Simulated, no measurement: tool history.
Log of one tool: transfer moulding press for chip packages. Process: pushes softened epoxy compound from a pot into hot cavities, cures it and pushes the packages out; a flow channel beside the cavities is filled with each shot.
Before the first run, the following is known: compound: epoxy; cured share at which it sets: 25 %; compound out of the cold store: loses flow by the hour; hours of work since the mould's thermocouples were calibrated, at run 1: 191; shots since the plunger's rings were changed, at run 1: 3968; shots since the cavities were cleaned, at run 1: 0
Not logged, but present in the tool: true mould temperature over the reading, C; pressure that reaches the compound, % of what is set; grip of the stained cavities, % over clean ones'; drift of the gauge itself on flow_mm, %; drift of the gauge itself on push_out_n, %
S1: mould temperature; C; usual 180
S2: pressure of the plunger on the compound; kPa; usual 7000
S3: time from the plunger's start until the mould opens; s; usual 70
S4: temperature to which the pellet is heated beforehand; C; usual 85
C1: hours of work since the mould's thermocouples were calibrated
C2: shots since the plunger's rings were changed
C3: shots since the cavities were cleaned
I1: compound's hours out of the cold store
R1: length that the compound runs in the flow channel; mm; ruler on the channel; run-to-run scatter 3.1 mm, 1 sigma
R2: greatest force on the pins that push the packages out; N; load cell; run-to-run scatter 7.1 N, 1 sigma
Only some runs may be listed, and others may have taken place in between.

| run | hour | S1 | S2 | S3 | S4 | C1 | C2 | C3 | I1 | R1 | R2 |
|---|---|---|---|---|---|---|---|---|---|---|---|
| 1 | 0.0 | 180 | 7000 | 70 | 85 | 191 | 3968 | 0 | 9.5 | 562 | 323 |
| 2 | 4.2 | 180 | 7000 | 70 | 85 | 193 | 4028 | 60 | 45.2 | 502 | 327 |
| 3 | 11.1 | 180 | 7000 | 70 | 85 | 197 | 4128 | 160 | 47.1 | 497 | 328 |
| 4 | 18.6 | 180 | 6490 | 70 | 85 | 201 | 4235 | 267 | 35.6 | 494 | 334 |
| 5 | 27.1 | 180 | 7000 | 50 | 85 | 206 | 4356 | 388 | 19.1 | 545 | 918 |
| 6 | 35.7 | 180 | 7000 | 70 | 85 | 211 | 4480 | 512 | 24.5 | 536 | 390 |
| 7 | 39.8 | 180 | 7000 | 107 | 85 | 213 | 4539 | 571 | 8.6 | 559 | 255 |
| 8 | 46.3 | 180 | 7000 | 70 | 85 | 217 | 4632 | 664 | 20.5 | 534 | 413 |
|  | 53.0 | cavities cleaned with cleaning compound and waxed |
| 9 | 56.9 | 180 | 7000 | 77 | 85 | 222 | 4762 | 55 | 47.2 | 495 | 265 |
| 10 | 64.8 | 180 | 7000 | 77 | 85 | 226 | 4875 | 168 | 28.8 | 521 | 281 |
| 11 | 70.6 | 180 | 7000 | 77 | 85 | 230 | 4958 | 251 | 11.9 | 549 | 306 |
| 12 | 74.3 | 180 | 7000 | 70 | 85 | 232 | 5012 | 305 | 47.0 | 496 | 360 |
| 13 | 81.7 | 175 | 5680 | 53 | 76 | 236 | 5118 | 411 | 40.5 | 467 | 1032 |

For run 14, what comes out?
| 14 | 86.0 | 174 | 7000 | 103 | 94 | 238 | 5178 | 471 | 26.4 | ? | ? |

For run 14 the tool returned R1 533 mm, R2 279 N.
If the tool had no hidden condition, the same run with the same run-to-run variation would have returned R1 569 mm, R2 224 N.
